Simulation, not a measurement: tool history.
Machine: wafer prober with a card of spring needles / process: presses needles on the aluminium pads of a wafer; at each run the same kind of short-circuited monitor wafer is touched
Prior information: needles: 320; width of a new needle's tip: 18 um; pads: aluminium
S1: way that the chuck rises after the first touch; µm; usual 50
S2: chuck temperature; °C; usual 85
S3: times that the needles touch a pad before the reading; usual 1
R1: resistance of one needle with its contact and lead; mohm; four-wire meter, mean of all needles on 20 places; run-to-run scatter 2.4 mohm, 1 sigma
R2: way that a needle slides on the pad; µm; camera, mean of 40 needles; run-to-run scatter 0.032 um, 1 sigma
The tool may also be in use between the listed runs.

run	hour	S1	S2	S3	R1	R2
1	0.0	50	85	1	284	9.09
2	5.1	53	85	1	337	9.66
# hour 9.6: tips cleaned on abrasive film
3	11.8	55	85	1	385	9.98
# hour 19.6: tips cleaned on abrasive film
4	20.9	50	85	2	298	9.07
5	25.8	50	85	2	324	9.06
# hour 29.6: tips cleaned on abrasive film
6	33.4	69	85	1	301	12.55
# hour 39.6: tips cleaned on abrasive film
7	40.3	69	85	1	279	12.66
8	48.0	69	85	1	321	12.63
# hour 48.8: tips cleaned on abrasive film, once more
9	54.3	69	85	1	314	12.60
# hour 58.8: tips cleaned on abrasive film
10	59.7	69	85	1	278	12.61
11	66.3	69	85	1	319	12.58
# hour 68.9: tips cleaned on abrasive film
12	70.5	69	85	1	285	12.59
13	76.1	67	85	1	319	12.21
# hour 79.0: tips cleaned on abrasive film
14	83.5	67	85	1	307	12.09
15	88.4	50	85	1	381	8.97
# hour 89.4: tips cleaned on abrasive film
16	97.6	50	85	1	379	8.99
# hour 99.4: tips cleaned on abrasive film
17	106.6	41	85	1	409	7.22
# hour 109.6: tips cleaned on abrasive film
18	113.1	50	55	1	340	8.97
# hour 119.7: tips cleaned on abrasive film
19	122.0	41	85	1	342	7.20
20	128.4	57	35	1	350	10.27
# hour 130.0: tips cleaned on abrasive film
# hour 132.2: height of the first contact set anew
21	135.6	41	92	1	381	7.75
# hour 140.3: tips cleaned on abrasive film
22	143.4	41	31	1	339	7.72
# hour 150.4: tips cleaned on abrasive film
23	151.2	41	32	1	289	7.71
24	155.7	41	32	1	381	7.61
# hour 160.7: tips cleaned on abrasive film
25	163.3	41	32	1	338	7.69
26	167.6	50	60	2	323	9.43
# hour 171.2: tips cleaned on abrasive film
27	176.7	36	117	2	366	6.73
# hour 181.3: tips cleaned on abrasive film
28	183.9	31	40	2	341	5.77
29	190.7	40	124	3	342	7.47
# hour 191.4: tips cleaned on abrasive film
30	198.2	56	52	2	302	10.54
# hour 201.5: tips cleaned on abrasive film
31	206.1	33	49	2	366	6.12
# hour 212.0: tips cleaned on abrasive film
32	215.1	50	56	3	285	9.32
# hour 222.3: tips cleaned on abrasive film
33	222.5	43	47	1	282	8.00
34	231.4	64	85	1	331	11.99

What if the next run were any one of these 3? Each begins from the tool's condition after run 34:
# hour 232.7: tips cleaned on abrasive film
A	236.8	68	49	2	?	?
# hour 232.7: tips cleaned on abrasive film
B	236.8	38	85	1	?	?
# hour 232.7: tips cleaned on abrasive film
C	236.8	50	40	1	?	?

run	R1	R2
A	279	12.68
B	384	7.03
C	328	9.30
What these runs would have given with no unlogged condition in the tool:
run	R1	R2
A	255	12.79
B	277	7.14
C	259	9.41

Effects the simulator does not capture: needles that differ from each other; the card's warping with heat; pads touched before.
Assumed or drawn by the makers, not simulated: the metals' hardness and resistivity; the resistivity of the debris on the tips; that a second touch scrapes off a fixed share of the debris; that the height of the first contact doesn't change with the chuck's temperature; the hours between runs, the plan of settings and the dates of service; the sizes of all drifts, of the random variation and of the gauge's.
